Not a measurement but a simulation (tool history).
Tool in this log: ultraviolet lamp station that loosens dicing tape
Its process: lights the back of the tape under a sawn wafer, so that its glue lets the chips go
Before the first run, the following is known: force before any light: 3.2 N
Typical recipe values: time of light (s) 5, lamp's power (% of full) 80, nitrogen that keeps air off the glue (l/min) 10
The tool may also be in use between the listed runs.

run    hour  time of light (s)  lamp's power (% of full)  nitrogen that keeps air off the glue (l/min)  force that peels the tape off (N)  light that reached the tape (mJ/cm²)
  1       0                  5                        80                                            10                              0.343                                   413
  2    73.4                  5                        80                                            10                              0.347                                   403
  3   118.3                  5                        80                                            19                              0.307                                   397
  4   172.9                  3                        80                                            10                              0.692                                   232
  5   213.4                  5                        80                                             9                               0.39                                   382
  6   258.4                  5                        80                                             9                              0.399                                   373
  7   333.6                  5                        75                                            10                              0.432                                   338
  8   396.1                  5                        75                                            10                              0.432                                   332
  9   435.1                  5                        80                                            11                              0.392                                   344
 10   506.9                  5                        80                                            11                              0.402                                   341
      536.7  -- lamp changed
      537.2  -- window cleaned of glue's vapour
 11   541.4                  5                        80                                            11                              0.341                                   402
 12   605.4                  5                        80                                            10                              0.369                                   387
 13   650.6                  5                        80                                            10                              0.377                                   386
 14   688.8                  5                        80                                            10                              0.374                                   380
 15   722.6                  5                        80                                            17                              0.328                                   374
 16   753.9                  6                        80                                            10                              0.319                                   442
      776.3  -- window cleaned of glue's vapour, once more
 17     816                  5                        60                                            10                              0.399                                   356
 18   858.2                  5                        60                                            10                              0.402                                   356
 19   891.9                  5                        64                                            10                              0.375                                   374
 20   939.6                  5                        64                                             5                              0.541                                   371
 21   992.1                  5                        80                                            10                              0.316                                   457
 22  1037.4                  5                        63                                             6                              0.514                                   351
 23  1074.6                  8                        94                                             4                              0.258                                   824
 24  1150.1                  8                        94                                             4                              0.262                                   801
 25  1212.6                  8                        94                                             4                              0.263                                   776
 26  1282.5                  4                        72                                             7                              0.595                                   291
 27  1315.2                  4                        80                                            10                              0.452                                   317
 28    1372                  9                        80                                            14                              0.235                                   701
 29  1417.9                  9                        80                                            14                              0.254                                   690
 30  1455.1                  9                        80                                            14                              0.241                                   682
 31  1528.1                  4                        80                                            14                               0.47                                   295
 32    1587                  4                        80                                            14                              0.462                                   288
       1610  -- window cleaned of glue's vapour
 33  1656.5                  4                        92                                            10                              0.367                                   388
 34  1695.9                  4                        82                                            10                              0.438                                   336
 35  1754.4                  5                        80                                            12                               0.32                                   398
 36  1821.8                  2                        87                                            10                              0.983                                   168
 37    1868                  5                        80                                            10                              0.372                                   386
 38  1932.3                  5                        80                                            10                              0.401                                   371
     1963.7  -- lamp changed
 39  1998.2                  4                        80                                            10                              0.396                                   372
 40  2032.4                  5                        96                                            10                              0.272                                   544
 41  2075.2                  4                        88                                            10                              0.346                                   392
 42  2137.1                  3                        80                                            16                              0.502                                   264

Each row is a separate what-if for the run after 42, all from the same tool condition, not one after another. Results?
  A  2192.5                  3                        80                                             3                                  ?                                     ?
  B  2192.5                  8                        61                                             4                                  ?                                     ?
  C  2192.5                  3                        90                                             6                                  ?                                     ?

run  force that peels the tape off (N)  light that reached the tape (mJ/cm²)
  A                              0.987                                   259
  B                              0.371                                   523
  C                              0.659                                   290
Without the tool's hidden state the same runs would have given:
run  force that peels the tape off (N)  light that reached the tape (mJ/cm²)
  A                              0.812                                   310
  B                              0.309                                   624
  C                              0.526                                   346
